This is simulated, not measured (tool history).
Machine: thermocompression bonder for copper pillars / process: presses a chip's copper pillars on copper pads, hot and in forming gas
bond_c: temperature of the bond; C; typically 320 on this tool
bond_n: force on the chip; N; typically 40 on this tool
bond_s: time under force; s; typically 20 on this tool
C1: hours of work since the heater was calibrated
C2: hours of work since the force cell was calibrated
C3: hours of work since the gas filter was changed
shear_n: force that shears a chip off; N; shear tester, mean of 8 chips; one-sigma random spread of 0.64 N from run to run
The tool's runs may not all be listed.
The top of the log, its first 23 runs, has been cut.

Run 24, hour 232.7: usual settings but bond_n 24 N, bond_s 49 s; C1 589; C2 283; C3 29. Result: shear_n 75.2 N.
Run 25, hour 245.9: usual settings but bond_c 344 C, bond_s 54 s; C1 598; C2 293; C3 38. Result: shear_n 91.9 N.
Run 26, hour 254.2: usual settings but bond_c 318 C; C1 604; C2 298; C3 43. Result: shear_n 68.6 N.
Run 27, hour 266.3: usual settings but bond_c 318 C; C1 613; C2 307; C3 52. Result: shear_n 69.4 N.
Run 28, hour 273.6: usual settings but bond_c 302 C, bond_n 32 N; C1 618; C2 312; C3 57. Result: shear_n 56.1 N.
Run 29, hour 286.4: usual settings but bond_c 350 C; C1 627; C2 321; C3 66. Result: shear_n 81.1 N.
Run 30, hour 296: usual settings but bond_c 294 C, bond_n 39 N; C1 633; C2 327; C3 72. Result: shear_n 56.3 N.
Run 31, hour 307.9: usual settings but bond_c 294 C, bond_n 39 N; C1 641; C2 336; C3 81. Result: shear_n 56.6 N.
Run 32, hour 316.7: usual settings but bond_c 294 C, bond_n 39 N; C1 648; C2 342; C3 87. Result: shear_n 56.7 N.
Run 33, hour 327.4: usual settings but bond_c 336 C; C1 655; C2 349; C3 94. Result: shear_n 76 N.
Run 34, hour 336.6: usual settings but bond_c 336 C; C1 661; C2 355; C3 101. Result: shear_n 75.3 N.
Run 35, hour 350.8: usual settings but bond_c 296 C, bond_n 52 N, bond_s 33 s; C1 671; C2 365; C3 110. Result: shear_n 71.4 N.
Run 36, hour 364.9: usual settings but bond_c 296 C, bond_n 52 N, bond_s 33 s; C1 681; C2 375; C3 120. Result: shear_n 70.1 N.
Run 37, hour 372.2: usual settings but bond_n 50 N; C1 686; C2 380; C3 125. Result: shear_n 71.3 N.
Run 38, hour 385.5: usual settings but bond_n 50 N; C1 695; C2 389; C3 134. Result: shear_n 71.9 N.
Run 39, hour 400.1: usual settings but bond_n 50 N; C1 705; C2 399; C3 145. Result: shear_n 71.3 N.
At hour 405.3: forming gas filter changed.
Run 40, hour 413.5: usual settings but bond_n 50 N; C1 714; C2 408; C3 6. Result: shear_n 75.1 N.
Run 41, hour 425.9: usual settings but bond_n 50 N; C1 723; C2 417; C3 14. Result: shear_n 75.8 N.

3 options for the next run, each taken on its own from the tool as it stands now. Forecast them:
Run A, hour 435.8: usual settings but bond_n 42 N; C1 730; C2 424; C3 21. Result: shear_n ?.
Run B, hour 435.8: usual settings but bond_c 308 C, bond_n 34 N, bond_s 55 s; C1 730; C2 424; C3 21. Result: shear_n ?.
Run C, hour 435.8: usual settings but bond_n 30 N, bond_s 12 s; C1 730; C2 424; C3 21. Result: shear_n ?.

run  shear_n
  A       72
  B     78.8
  C     53.9
Stripped of hidden state, with their random variation kept, the same runs would have yielded:
run  shear_n
  A       75
  B     81.7
  C     56.7
